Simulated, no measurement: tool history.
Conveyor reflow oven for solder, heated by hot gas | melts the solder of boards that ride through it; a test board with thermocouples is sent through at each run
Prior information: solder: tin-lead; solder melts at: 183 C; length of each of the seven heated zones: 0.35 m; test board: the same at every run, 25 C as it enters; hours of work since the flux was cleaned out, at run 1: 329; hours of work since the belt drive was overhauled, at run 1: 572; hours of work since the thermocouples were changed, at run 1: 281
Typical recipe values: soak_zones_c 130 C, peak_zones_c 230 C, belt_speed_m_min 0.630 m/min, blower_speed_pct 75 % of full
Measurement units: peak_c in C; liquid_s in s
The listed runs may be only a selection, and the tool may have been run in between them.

run	hour	soak_zones_c	peak_zones_c	belt_speed_m_min	blower_speed_pct	hours of work since the flux was cleaned out	hours of work since the belt drive was overhauled	hours of work since the thermocouples were changed	peak_c	liquid_s
1	0.0	130	230	0.630	75	329	572	281	204.2	36.3
2	71.0	130	230	0.630	75	365	608	316	205.4	36.0
3	122.3	130	230	0.630	75	391	634	342	204.1	35.7
# hour 132.4: flux residue cleaned out of gas plates and filters
4	197.4	130	230	0.630	75	33	669	378	208.2	40.7
5	231.9	130	230	0.630	75	50	686	395	207.8	39.9
6	261.2	130	230	0.630	75	65	701	410	207.3	40.3
7	311.3	130	230	0.630	75	90	726	435	207.4	40.1
8	344.0	130	230	0.630	56	107	743	451	198.5	28.5
9	410.4	130	230	0.630	56	140	776	485	197.5	26.9
10	450.5	143	228	0.630	60	160	796	505	202.3	37.0
11	503.6	143	228	0.630	60	187	823	532	202.4	36.3
12	569.9	143	224	0.529	54	220	857	565	203.3	45.6
13	598.9	143	240	0.529	54	235	871	580	214.4	59.9
14	659.8	143	240	0.529	53	266	902	611	213.7	57.8
15	688.9	122	220	0.683	65	280	917	625	188.8	10.5

Entry by entry between the runs, the difference in hidden state between the last listed run before and the first listed run after:
Runs 3 to 4: flux residue cleaned out of gas plates and filters (hour 132.4)
  heat that the gas passes to the board, % of a clean oven's: 89.7 -> 99.1; belt's true speed, % of the reading: 98.36 -> 98.25; true gas temperature in zones 6 and 7 over the reading, C: -0.11 -> -0.16
  measured minus no-state result, peak_c: -3.3 -> +0.2 C; liquid_s: -3.2 -> +1.0 s
